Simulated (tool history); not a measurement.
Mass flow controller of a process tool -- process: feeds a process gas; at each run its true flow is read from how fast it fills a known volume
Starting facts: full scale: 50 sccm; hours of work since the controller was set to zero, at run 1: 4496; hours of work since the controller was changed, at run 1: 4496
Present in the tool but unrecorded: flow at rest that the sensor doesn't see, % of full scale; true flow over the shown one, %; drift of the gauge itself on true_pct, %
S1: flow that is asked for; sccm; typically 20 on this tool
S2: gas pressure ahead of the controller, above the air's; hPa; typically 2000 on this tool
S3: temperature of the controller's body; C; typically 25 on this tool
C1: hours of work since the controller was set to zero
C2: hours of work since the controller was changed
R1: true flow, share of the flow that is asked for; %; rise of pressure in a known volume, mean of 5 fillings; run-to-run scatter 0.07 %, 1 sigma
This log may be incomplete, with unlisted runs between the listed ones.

{"run": 1, "day": 0.0, "S1": 20, "S2": 2000, "S3": 25, "C1": 4496, "C2": 4496, "R1": 98.57}
{"run": 2, "day": 7.567, "S1": 20, "S2": 2000, "S3": 25, "C1": 4622, "C2": 4622, "R1": 98.54}
{"run": 3, "day": 23.388, "S1": 20, "S2": 2120, "S3": 25, "C1": 4886, "C2": 4886, "R1": 98.39}
{"run": 4, "day": 30.079, "S1": 20, "S2": 2120, "S3": 25, "C1": 4998, "C2": 4998, "R1": 98.47}
{"day": 33.029, "done": "controller exchanged for a calibrated one"}
{"run": 5, "day": 38.858, "S1": 20, "S2": 2000, "S3": 31, "C1": 97, "C2": 97, "R1": 98.85}
{"run": 6, "day": 51.6, "S1": 20, "S2": 2000, "S3": 31, "C1": 310, "C2": 310, "R1": 98.99}
{"run": 7, "day": 63.742, "S1": 20, "S2": 2000, "S3": 25, "C1": 512, "C2": 512, "R1": 98.66}
{"run": 8, "day": 80.267, "S1": 11, "S2": 2000, "S3": 25, "C1": 788, "C2": 788, "R1": 98.15}
{"run": 9, "day": 87.817, "S1": 11, "S2": 2000, "S3": 25, "C1": 914, "C2": 914, "R1": 98.05}
{"run": 10, "day": 98.292, "S1": 11, "S2": 2000, "S3": 25, "C1": 1088, "C2": 1088, "R1": 98.09}
{"run": 11, "day": 112.558, "S1": 11, "S2": 2000, "S3": 25, "C1": 1326, "C2": 1326, "R1": 98.05}
{"run": 12, "day": 123.746, "S1": 20, "S2": 2000, "S3": 25, "C1": 1513, "C2": 1513, "R1": 98.57}
{"run": 13, "day": 130.438, "S1": 20, "S2": 2000, "S3": 25, "C1": 1624, "C2": 1624, "R1": 98.47}
{"run": 14, "day": 142.317, "S1": 20, "S2": 2000, "S3": 25, "C1": 1822, "C2": 1822, "R1": 98.51}
{"run": 15, "day": 157.604, "S1": 20, "S2": 2000, "S3": 25, "C1": 2077, "C2": 2077, "R1": 98.47}
{"run": 16, "day": 164.421, "S1": 20, "S2": 2000, "S3": 25, "C1": 2191, "C2": 2191, "R1": 98.57}
{"run": 17, "day": 176.733, "S1": 20, "S2": 2000, "S3": 25, "C1": 2396, "C2": 2396, "R1": 98.48}
{"run": 18, "day": 188.838, "S1": 20, "S2": 2000, "S3": 26, "C1": 2598, "C2": 2598, "R1": 98.64}
{"run": 19, "day": 197.912, "S1": 20, "S2": 2000, "S3": 26, "C1": 2750, "C2": 2750, "R1": 98.55}
{"run": 20, "day": 209.317, "S1": 15, "S2": 2000, "S3": 25, "C1": 2940, "C2": 2940, "R1": 98.32}
{"run": 21, "day": 217.904, "S1": 15, "S2": 2000, "S3": 25, "C1": 3083, "C2": 3083, "R1": 98.13}
{"run": 22, "day": 225.112, "S1": 20, "S2": 1570, "S3": 25, "C1": 3203, "C2": 3203, "R1": 98.7}
{"run": 23, "day": 234.408, "S1": 20, "S2": 2000, "S3": 25, "C1": 3358, "C2": 3358, "R1": 98.47}
{"run": 24, "day": 241.942, "S1": 20, "S2": 2230, "S3": 25, "C1": 3484, "C2": 3484, "R1": 98.42}
{"run": 25, "day": 250.654, "S1": 22, "S2": 1740, "S3": 25, "C1": 3629, "C2": 3629, "R1": 98.81}
{"run": 26, "day": 262.638, "S1": 22, "S2": 1740, "S3": 25, "C1": 3829, "C2": 3829, "R1": 98.8}
{"run": 27, "day": 274.121, "S1": 5, "S2": 1740, "S3": 39, "C1": 4020, "C2": 4020, "R1": 98.9}
{"run": 28, "day": 288.917, "S1": 9, "S2": 2380, "S3": 21, "C1": 4267, "C2": 4267, "R1": 97.6}
{"run": 29, "day": 298.429, "S1": 15, "S2": 2000, "S3": 25, "C1": 4426, "C2": 4426, "R1": 98.2}
{"run": 30, "day": 313.296, "S1": 15, "S2": 2000, "S3": 25, "C1": 4674, "C2": 4674, "R1": 98.23}
{"run": 31, "day": 327.621, "S1": 43, "S2": 2320, "S3": 25, "C1": 4913, "C2": 4913, "R1": 99.46}
{"day": 336.021, "done": "controller exchanged for a calibrated one"}
{"run": 32, "day": 340.317, "S1": 10, "S2": 1630, "S3": 34, "C1": 72, "C2": 72, "R1": 98.81}
{"run": 33, "day": 354.217, "S1": 10, "S2": 1630, "S3": 24, "C1": 303, "C2": 303, "R1": 98.34}
{"run": 34, "day": 361.371, "S1": 7, "S2": 2080, "S3": 24, "C1": 423, "C2": 423, "R1": 97.87}
{"run": 35, "day": 377.25, "S1": 7, "S2": 1550, "S3": 33, "C1": 688, "C2": 688, "R1": 98.63}
{"run": 36, "day": 388.388, "S1": 7, "S2": 1550, "S3": 33, "C1": 873, "C2": 873, "R1": 98.61}
{"run": 37, "day": 395.838, "S1": 8, "S2": 1550, "S3": 36, "C1": 998, "C2": 998, "R1": 98.92}
{"run": 38, "day": 407.588, "S1": 8, "S2": 1550, "S3": 36, "C1": 1193, "C2": 1193, "R1": 98.71}
{"run": 39, "day": 416.517, "S1": 7, "S2": 2000, "S3": 25, "C1": 1342, "C2": 1342, "R1": 97.88}
{"run": 40, "day": 427.638, "S1": 7, "S2": 2000, "S3": 25, "C1": 1528, "C2": 1528, "R1": 97.98}
{"run": 41, "day": 442.446, "S1": 7, "S2": 2000, "S3": 25, "C1": 1775, "C2": 1775, "R1": 97.96}
{"run": 42, "day": 457.271, "S1": 21, "S2": 2000, "S3": 21, "C1": 2022, "C2": 2022, "R1": 98.24}
{"run": 43, "day": 466.271, "S1": 17, "S2": 2000, "S3": 22, "C1": 2172, "C2": 2172, "R1": 98.24}
{"run": 44, "day": 479.442, "S1": 17, "S2": 2000, "S3": 22, "C1": 2392, "C2": 2392, "R1": 98.13}
{"run": 45, "day": 487.771, "S1": 20, "S2": 1430, "S3": 21, "C1": 2531, "C2": 2531, "R1": 98.55}
{"run": 46, "day": 502.992, "S1": 20, "S2": 1430, "S3": 21, "C1": 2784, "C2": 2784, "R1": 98.49}
{"run": 47, "day": 513.538, "S1": 20, "S2": 2530, "S3": 29, "C1": 2960, "C2": 2960, "R1": 98.48}
{"run": 48, "day": 522.833, "S1": 20, "S2": 1410, "S3": 29, "C1": 3115, "C2": 3115, "R1": 99.13}

What differs in the tool's unlogged condition from the final listed run ahead of each entry between runs to the first listed run following it?
Runs 4 to 5: controller exchanged for a calibrated one (day 33.029)
  flow at rest that the sensor doesn't see, % of full scale: -0.002 -> 0; true flow over the shown one, %: -0.02 -> 0
Runs 31 to 32: controller exchanged for a calibrated one (day 336.021)
  flow at rest that the sensor doesn't see, % of full scale: -0.002 -> 0; true flow over the shown one, %: -0.02 -> 0
